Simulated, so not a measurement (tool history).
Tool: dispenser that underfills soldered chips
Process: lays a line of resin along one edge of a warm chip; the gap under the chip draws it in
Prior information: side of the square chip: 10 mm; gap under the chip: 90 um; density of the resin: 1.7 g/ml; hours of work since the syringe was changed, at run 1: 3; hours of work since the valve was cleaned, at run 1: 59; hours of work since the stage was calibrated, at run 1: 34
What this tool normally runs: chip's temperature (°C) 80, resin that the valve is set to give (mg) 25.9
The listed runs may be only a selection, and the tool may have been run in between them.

run   hour  chip's temperature (°C)  resin that the valve is set to give (mg)  hours of work since the syringe was changed  hours of work since the valve was cleaned  hours of work since the stage was calibrated  time until the resin shows at the far edge (s)  resin that the valve gave (mg)
  1    0.0                       80                                      25.9                                            3                                         59                                            34                                            52.5                           24.77
       2.1  -- dispensing valve cleaned and set on the balance
       8.1  -- new syringe of resin
  2   10.1                       80                                      25.9                                            1                                          5                                            40                                            45.9                           25.72
  3   17.6                       80                                      25.9                                            7                                         11                                            46                                            68.7                           25.62
      19.3  -- new syringe of resin
  4   24.2                       75                                      25.9                                            3                                         15                                            50                                            67.8                           25.59
      30.9  -- new syringe of resin
  5   31.7                       75                                      25.9                                            0                                         20                                            55                                            56.5                           25.42
  6   36.9                       80                                      24.4                                            4                                         24                                            59                                            56.3                           23.85
      42.3  -- new syringe of resin
  7   43.0                       80                                      25.9                                            0                                         28                                            63                                            44.6                           25.23
  8   52.1                       80                                      25.9                                            7                                         34                                            69                                            69.4                           25.08
      54.1  -- new syringe of resin
  9   58.9                       80                                      25.9                                            3                                         38                                            74                                            52.6                           25.23
 10   63.3                       80                                      25.9                                            6                                         42                                            77                                            66.6                           24.96
      66.0  -- new syringe of resin
 11   68.8                       80                                      25.9                                            2                                         45                                            80                                            49.9                           24.80
 12   74.2                       80                                      25.9                                            6                                         49                                            84                                            65.7                           24.99
      77.2  -- new syringe of resin
 13   80.5                       80                                      25.9                                            2                                         53                                            88                                            52.1                           24.72
 14   87.9                       80                                      25.9                                            7                                         58                                            93                                            74.8                           24.57
      89.0  -- new syringe of resin
      91.2  -- dispensing valve cleaned and set on the balance
 15   94.5                       80                                      25.9                                            3                                          2                                            97                                            53.9                           26.02
 16   99.7                       80                                      25.9                                            7                                          6                                           101                                            69.9                           25.76
     101.4  -- new syringe of resin
 17  104.5                       80                                      25.9                                            2                                          9                                           104                                            50.6                           25.64
 18  111.4                       80                                      25.9                                            7                                         14                                           109                                            71.2                           25.54
     113.1  -- new syringe of resin
 19  115.7                       80                                      25.9                                            2                                         17                                           111                                            49.1                           25.66
 20  119.6                       80                                      30.5                                            5                                         19                                           114                                            58.5                           30.20
     124.7  -- new syringe of resin
 21  128.6                       81                                      23.6                                            3                                         25                                           120                                            52.4                           23.00
     136.0  -- new syringe of resin
 22  136.0                       81                                      23.6                                            0                                         30                                           125                                            42.0                           23.04
 23  140.5                       73                                      22.1                                            3                                         33                                           128                                            78.2                           21.57
     147.7  -- new syringe of resin
 24  148.2                       79                                      26.6                                            0                                         39                                           133                                            47.6                           25.81
 25  154.4                       72                                      22.4                                            5                                         43                                           138                                            91.5                           21.67
     159.1  -- new syringe of resin
 26  162.5                       74                                      27.0                                            2                                         48                                           143                                            66.9                           25.99
     170.3  -- new syringe of resin
 27  171.1                       80                                      23.6                                            0                                         54                                           149                                            45.7                           22.53
     179.6  -- dispensing valve cleaned and set on the balance
 28  179.7                       68                                      25.5                                            6                                          0                                           154                                           117.8                           25.59
     182.9  -- new syringe of resin
 29  189.0                       94                                      25.9                                            4                                          6                                           161                                            31.3                           25.87
     194.5  -- new syringe of resin
 30  195.1                       84                                      25.9                                            0                                         10                                           165                                            37.5                           25.89

Run 31 is up next; what results do you expect?
 31  203.9                       85                                      24.0                                            7                                         17                                           171                                               ?                               ?

{"run 31": {"time until the resin shows at the far edge (s)": 56.0, "resin that the valve gave (mg)": 23.8}}
If the tool had no hidden condition, the same run with the same run-to-run variation would have returned time until the resin shows at the far edge (s) 33.6, resin that the valve gave (mg) 24.09.
